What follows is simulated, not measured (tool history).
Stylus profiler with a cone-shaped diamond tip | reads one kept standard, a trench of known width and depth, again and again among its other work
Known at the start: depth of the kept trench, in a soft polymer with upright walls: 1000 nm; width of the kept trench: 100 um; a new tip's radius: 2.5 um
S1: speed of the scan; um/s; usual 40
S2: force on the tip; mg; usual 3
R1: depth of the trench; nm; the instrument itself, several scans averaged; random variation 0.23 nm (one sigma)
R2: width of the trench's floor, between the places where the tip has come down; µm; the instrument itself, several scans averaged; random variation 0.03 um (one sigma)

run   hour   S1    S2       R1     R2
  1      0   40     3  1009.75  95.95
  2   51.8   40  3.39  1010.77  95.81
  3  101.9   40     3  1010.44   95.8
  4    135   40     3  1010.32  95.73
  5  182.9   40     3  1010.28  95.64
  6  236.2   40     3  1010.44  95.62
  7  260.5   40     3  1010.48  95.58
  8  300.9   40     3  1010.59   95.5
  9  330.3   40  1.05  1005.19  95.46
 10  380.1   53     3  1010.61  95.38
 11  406.9   53     3  1010.88  95.37
 12  431.7   81     3  1010.97  95.26
 13  471.7   81     3  1011.16   95.2
 14  527.8   40     3   1011.3  95.26
 15  571.7   40  5.76  1017.02  95.19
 16  597.8   40  5.76  1016.98  95.16
 17  648.5   40  5.76  1016.82   95.1
 18  677.4   40  5.76  1017.27  95.07
     682.2  -- height scale calibrated on a step standard
 19  705.7   74  3.74  1013.68  94.98
 20  728.8   55  2.77  1011.53  94.93
 21  757.6   83  3.47  1012.86  94.88
 22  799.7   83  3.47   1012.8  94.85
 23    840   83  3.47  1013.23  94.75
 24  883.6   83  3.47  1013.63   94.7
 25  924.2   83  3.47  1013.18  94.69
     956.3  -- height scale calibrated on a step standard, once more
 26  956.3   83  3.47  1011.78  94.65
 27  986.4  112  1.73  1007.37  94.45

Run 28 comes next. What will it give?
 28  1018.8  11  1.21   ?   ?

R1: 1006.33 nm
R2: 94.72 µm
Without the tool's hidden state the same run would have given R1 1005.91 nm, R2 95.95 µm.
